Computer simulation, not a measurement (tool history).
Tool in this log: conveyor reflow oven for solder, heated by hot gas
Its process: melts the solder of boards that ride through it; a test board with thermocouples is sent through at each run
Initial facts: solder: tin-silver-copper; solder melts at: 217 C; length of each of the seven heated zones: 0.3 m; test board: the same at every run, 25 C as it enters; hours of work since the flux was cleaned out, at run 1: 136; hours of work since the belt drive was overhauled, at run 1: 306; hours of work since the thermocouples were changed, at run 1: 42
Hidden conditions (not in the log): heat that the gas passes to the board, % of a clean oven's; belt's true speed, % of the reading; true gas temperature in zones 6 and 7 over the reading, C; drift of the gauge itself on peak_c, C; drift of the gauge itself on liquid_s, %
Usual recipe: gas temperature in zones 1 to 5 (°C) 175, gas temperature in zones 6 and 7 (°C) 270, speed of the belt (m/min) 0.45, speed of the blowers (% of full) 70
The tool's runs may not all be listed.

run   hour  gas temperature in zones 1 to 5 (°C)  gas temperature in zones 6 and 7 (°C)  speed of the belt (m/min)  speed of the blowers (% of full)  hours of work since the flux was cleaned out  hours of work since the belt drive was overhauled  hours of work since the thermocouples were changed  highest temperature of the board (°C)  time above the solder's melting point (s)
  1      0                                   175                                    270                       0.45                                70                                           136                                                306                                                  42                                  254.8                                       61.3
  2    5.9                                   175                                    270                       0.45                                70                                           140                                                309                                                  46                                  253.4                                       61.7
  3   13.9                                   175                                    273                       0.45                                70                                           145                                                314                                                  51                                    257                                       63.9
  4   20.3                                   175                                    270                       0.45                                70                                           149                                                318                                                  54                                  254.4                                       61.7
  5   26.1                                   175                                    270                       0.45                                70                                           152                                                322                                                  58                                  253.5                                       61.1
  6   30.7                                   175                                    270                       0.45                                70                                           155                                                324                                                  61                                  253.5                                       61.3
  7   35.5                                   175                                    270                       0.45                                70                                           158                                                327                                                  64                                  253.5                                       61.7
  8   39.9                                   175                                    270                       0.45                                81                                           160                                                330                                                  66                                  255.4                                       63.1
      44.3  -- belt drive overhauled, speed set with a stopwatch
  9   49.8                                   175                                    270                       0.45                                81                                           164                                                  3                                                  70                                  255.8                                       64.8
 10   56.9                                   175                                    270                       0.45                                81                                           168                                                  8                                                  74                                  256.3                                       63.9
      66.3  -- belt drive overhauled, speed set with a stopwatch, once more
 11   69.4                                   175                                    270                      0.402                                81                                           173                                                  2                                                  79                                  258.6                                       73.9
 12   75.9                                   175                                    270                      0.402                                81                                           177                                                  6                                                  83                                  259.1                                         74
 13   81.3                                   166                                    261                      0.389                                70                                           180                                                  9                                                  86                                  248.6                                       64.8
 14   89.2                                   166                                    264                      0.389                                70                                           185                                                 14                                                  91                                  250.2                                       67.1
 15   95.3                                   166                                    275                      0.389                                70                                           189                                                 17                                                  94                                  260.9                                       75.1
 16  103.2                                   166                                    275                      0.389                                70                                           193                                                 22                                                  99                                  260.4                                         73
 17  111.6                                   175                                    284                       0.45                                55                                           198                                                 27                                                 104                                  261.4                                         65
 18  120.7                                   175                                    270                       0.45                                70                                           204                                                 32                                                 110                                  253.3                                       59.4
 19  125.7                                   177                                    270                       0.45                                70                                           207                                                 35                                                 113                                  253.5                                       62.2
 20  133.1                                   177                                    270                       0.45                                70                                           211                                                 40                                                 117                                    253                                       59.8
 21  140.1                                   181                                    261                      0.431                                70                                           215                                                 44                                                 121                                  247.3                                       61.5
 22  147.3                                   175                                    270                      0.481                                70                                           220                                                 48                                                 126                                    251                                       54.3
 23  151.8                                   180                                    259                      0.388                                70                                           222                                                 51                                                 128                                  248.2                                       69.4

Each row is a separate what-if for the run after 23, all from the same tool condition, not one after another. Results?
  A  158.5                                   175                                    270                       0.45                                87                                           226                                                 55                                                 132                                      ?                                          ?
  B  158.5                                   179                                    259                      0.405                                70                                           226                                                 55                                                 132                                      ?                                          ?
  C  158.5                                   180                                    264                      0.388                                70                                           226                                                 55                                                 132                                      ?                                          ?

run  highest temperature of the board (°C)  time above the solder's melting point (s)
  A                                  256.1                                       63.4
  B                                  247.4                                       65.2
  C                                  252.5                                       74.3
What these runs would have given with no unlogged condition in the tool:
run  highest temperature of the board (°C)  time above the solder's melting point (s)
  A                                  258.7                                       65.5
  B                                  249.4                                       67.8
  C                                  254.4                                       76.4
